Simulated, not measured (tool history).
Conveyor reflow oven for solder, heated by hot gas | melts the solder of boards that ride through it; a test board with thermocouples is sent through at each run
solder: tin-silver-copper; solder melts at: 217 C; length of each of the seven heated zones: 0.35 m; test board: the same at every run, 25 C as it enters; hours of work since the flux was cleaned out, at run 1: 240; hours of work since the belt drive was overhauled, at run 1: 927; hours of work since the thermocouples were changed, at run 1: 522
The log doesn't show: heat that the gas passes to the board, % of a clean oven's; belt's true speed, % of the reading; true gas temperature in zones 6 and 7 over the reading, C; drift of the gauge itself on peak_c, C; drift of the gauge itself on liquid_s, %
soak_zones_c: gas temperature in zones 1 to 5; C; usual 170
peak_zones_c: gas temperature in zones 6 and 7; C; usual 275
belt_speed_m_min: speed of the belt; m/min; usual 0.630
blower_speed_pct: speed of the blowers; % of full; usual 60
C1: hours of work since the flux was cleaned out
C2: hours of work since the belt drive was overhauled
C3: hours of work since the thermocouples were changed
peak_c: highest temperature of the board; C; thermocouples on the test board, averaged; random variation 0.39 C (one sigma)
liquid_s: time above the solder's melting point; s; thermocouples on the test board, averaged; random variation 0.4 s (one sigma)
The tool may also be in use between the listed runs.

Run 1, hour 0.0: usual settings; C1 240; C2 927; C3 522. Result: peak_c 253.5 C, liquid_s 48.2 s.
Run 2, hour 22.2: usual settings; C1 251; C2 939; C3 534. Result: peak_c 253.5 C, liquid_s 48.6 s.
Run 3, hour 69.3: usual settings but belt_speed_m_min 0.732 m/min; C1 276; C2 964; C3 558. Result: peak_c 246.6 C, liquid_s 36.7 s.
Run 4, hour 106.7: usual settings but belt_speed_m_min 0.732 m/min; C1 296; C2 983; C3 578. Result: peak_c 247.3 C, liquid_s 37.0 s.
At hour 129.3: flux residue cleaned out of gas plates and filters.
Run 5, hour 148.1: usual settings but peak_zones_c 279 C, belt_speed_m_min 0.732 m/min; C1 10; C2 1003; C3 597. Result: peak_c 250.6 C, liquid_s 39.4 s.
Run 6, hour 175.9: usual settings but peak_zones_c 279 C, belt_speed_m_min 0.732 m/min; C1 25; C2 1017; C3 612. Result: peak_c 250.9 C, liquid_s 39.3 s.
Run 7, hour 204.4: usual settings but peak_zones_c 281 C, belt_speed_m_min 0.732 m/min; C1 40; C2 1032; C3 627. Result: peak_c 251.3 C, liquid_s 40.0 s.
Run 8, hour 247.7: usual settings but peak_zones_c 281 C, belt_speed_m_min 0.732 m/min; C1 62; C2 1055; C3 650. Result: peak_c 251.4 C, liquid_s 40.2 s.
Run 9, hour 289.0: usual settings but peak_zones_c 281 C, belt_speed_m_min 0.732 m/min, blower_speed_pct 63 % of full; C1 84; C2 1077; C3 671. Result: peak_c 253.0 C, liquid_s 40.8 s.
Run 10, hour 341.3: usual settings; C1 112; C2 1104; C3 699. Result: peak_c 254.0 C, liquid_s 49.3 s.
Run 11, hour 392.6: usual settings but blower_speed_pct 76 % of full; C1 139; C2 1131; C3 726. Result: peak_c 258.0 C, liquid_s 51.6 s.
Run 12, hour 441.4: usual settings but peak_zones_c 267 C; C1 164; C2 1157; C3 752. Result: peak_c 246.4 C, liquid_s 43.5 s.
Run 13, hour 479.2: usual settings but soak_zones_c 177 C, peak_zones_c 267 C; C1 184; C2 1177; C3 772. Result: peak_c 248.0 C, liquid_s 46.9 s.
Run 14, hour 509.7: usual settings but soak_zones_c 177 C, peak_zones_c 267 C; C1 200; C2 1193; C3 788. Result: peak_c 248.4 C, liquid_s 47.3 s.
Run 15, hour 536.5: usual settings but soak_zones_c 177 C, peak_zones_c 267 C; C1 214; C2 1207; C3 802. Result: peak_c 247.6 C, liquid_s 47.2 s.
Run 16, hour 584.7: usual settings but soak_zones_c 185 C, peak_zones_c 273 C; C1 240; C2 1232; C3 827. Result: peak_c 254.7 C, liquid_s 54.9 s.
Run 17, hour 607.0: usual settings but peak_zones_c 278 C, belt_speed_m_min 0.571 m/min; C1 252; C2 1244; C3 839. Result: peak_c 259.5 C, liquid_s 58.1 s.
Run 18, hour 651.4: usual settings but soak_zones_c 168 C, peak_zones_c 288 C; C1 275; C2 1268; C3 862. Result: peak_c 263.9 C, liquid_s 53.7 s.
Run 19, hour 688.7: usual settings but soak_zones_c 168 C, peak_zones_c 288 C; C1 295; C2 1287; C3 882. Result: peak_c 264.2 C, liquid_s 53.9 s.
At hour 712.7: flux residue cleaned out of gas plates and filters.
Run 20, hour 741.8: usual settings but soak_zones_c 163 C, peak_zones_c 286 C, belt_speed_m_min 0.666 m/min, blower_speed_pct 50 % of full; C1 15; C2 1313; C3 907. Result: peak_c 254.0 C, liquid_s 42.9 s.
Run 21, hour 788.1: usual settings but soak_zones_c 163 C, peak_zones_c 286 C, belt_speed_m_min 0.666 m/min; C1 40; C2 1337; C3 932. Result: peak_c 259.2 C, liquid_s 46.0 s.

Forecast run 22:
Run 22, hour 830.1: usual settings but soak_zones_c 159 C, peak_zones_c 273 C, belt_speed_m_min 0.724 m/min, blower_speed_pct 77 % of full; C1 62; C2 1359; C3 954. Result: peak_c ?, liquid_s ?.

Run 22 gave peak_c 250.0 C, liquid_s 37.3 s.
Without the tool's hidden state the same run would have given peak_c 249.7 C, liquid_s 37.0 s.
